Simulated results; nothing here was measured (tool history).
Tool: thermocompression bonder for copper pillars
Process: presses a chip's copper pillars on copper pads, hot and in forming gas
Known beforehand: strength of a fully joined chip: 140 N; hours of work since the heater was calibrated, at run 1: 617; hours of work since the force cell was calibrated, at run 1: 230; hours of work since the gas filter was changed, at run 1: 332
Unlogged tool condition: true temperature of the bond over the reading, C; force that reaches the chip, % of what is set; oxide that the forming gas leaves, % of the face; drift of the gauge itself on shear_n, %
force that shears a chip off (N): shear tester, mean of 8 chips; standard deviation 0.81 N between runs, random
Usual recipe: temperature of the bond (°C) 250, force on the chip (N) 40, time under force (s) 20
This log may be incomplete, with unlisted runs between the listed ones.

run	hour	temperature of the bond (°C)	force on the chip (N)	time under force (s)	hours of work since the heater was calibrated	hours of work since the force cell was calibrated	hours of work since the gas filter was changed	force that shears a chip off (N)
1	0	250	40	20	617	230	332	48.8
2	47	250	59	20	652	265	367	66
3	87.8	250	59	20	683	296	397	64.8
# hour 96.5: forming gas filter changed
4	124	250	40	28	709	322	21	57.2
# hour 160.9: heater calibrated with a thermocouple chip
5	163.2	250	40	28	2	350	48	67
6	221.2	250	40	20	45	393	91	58.2
7	265.9	250	40	20	78	426	125	58.5
8	296.7	250	40	20	101	449	148	59.5
9	354.4	250	40	20	144	492	191	56.2
10	384.6	239	40	20	167	515	213	45.9
11	434.8	250	40	20	204	552	250	53.3
12	488.5	250	40	20	244	592	290	53.3
13	541.1	250	40	20	283	631	330	51.7
14	583.6	250	29	57	315	663	361	58.6
15	621	240	37	31	343	691	389	46.8
# hour 640.1: forming gas filter changed
16	657.6	270	40	20	369	718	13	73.6
17	697.5	249	24	48	399	747	43	48.5
18	731.7	225	40	14	425	773	68	27.7
19	763.9	250	25	27	449	797	92	40
20	809.6	226	25	53	483	831	126	31.8
21	840.3	273	40	15	505	854	149	66.1
22	893.1	278	47	25	545	893	188	90.6

Run 23 comes next. What will it give?
23	944.8	233	31	20	583	932	227	?

{"run 23": {"force that shears a chip off (N)": 27.3}}
Take away the tool's hidden state, keep the run-to-run variation as it was, and the same run would have given force that shears a chip off (N) 37.8.

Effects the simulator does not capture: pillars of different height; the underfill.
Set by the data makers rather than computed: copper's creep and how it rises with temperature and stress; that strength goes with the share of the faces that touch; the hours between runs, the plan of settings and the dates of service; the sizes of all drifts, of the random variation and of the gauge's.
